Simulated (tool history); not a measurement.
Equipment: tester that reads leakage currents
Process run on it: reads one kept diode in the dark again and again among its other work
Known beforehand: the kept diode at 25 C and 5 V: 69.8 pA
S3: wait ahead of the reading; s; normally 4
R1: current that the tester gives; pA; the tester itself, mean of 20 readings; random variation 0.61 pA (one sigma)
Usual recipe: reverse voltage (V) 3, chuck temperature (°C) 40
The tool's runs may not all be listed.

Run 1, hour 0: usual settings. Result: R1 207.39 pA.
Run 2, hour 43.3: usual settings. Result: R1 207.39 pA.
Run 3, hour 84.4: usual settings. Result: R1 208.63 pA.
Run 4, hour 121.7: usual settings. Result: R1 208.53 pA.
Run 5, hour 156.5: usual settings. Result: R1 209.02 pA.
Run 6, hour 203.8: usual settings. Result: R1 208.64 pA.
Run 7, hour 240.5: usual settings but reverse voltage (V) 1.05, S3 3.46 s. Result: R1 127.56 pA.
Run 8, hour 266.1: usual settings but reverse voltage (V) 1.05, S3 3.46 s. Result: R1 128.19 pA.
Run 9, hour 307.8: usual settings but reverse voltage (V) 14.83, chuck temperature (°C) 34, S3 1.6 s. Result: R1 270.54 pA.
Run 10, hour 359.3: usual settings but reverse voltage (V) 14.83, chuck temperature (°C) 21, S3 3.37 s. Result: R1 88.56 pA.
Run 11, hour 402.6: usual settings but reverse voltage (V) 8.86, chuck temperature (°C) 24, S3 5.83 s. Result: R1 88.59 pA.
Run 12, hour 447.9: usual settings but reverse voltage (V) 19.01, chuck temperature (°C) 56, S3 6.84 s. Result: R1 1738.23 pA.

Below, each run's measurement less what the same run would have read without the hidden state. Both values contain the same run-to-run variation, but the gauge's scatter may not be the same in both:
The tool's hidden condition here consists of: stray current of the dirty probe card, pA a volt; current scale over the true one, %; true chuck temperature over the reading, C; drift of the gauge itself on leakage_pa, %.
run      R1
  1   +4.39
  2   +4.66
  3   +4.94
  4   +5.19
  5   +5.44
  6   +5.73
  7   +3.48
  8    +3.6
  9  +11.02
 10   +6.48
 11   +5.15
 12  +55.28
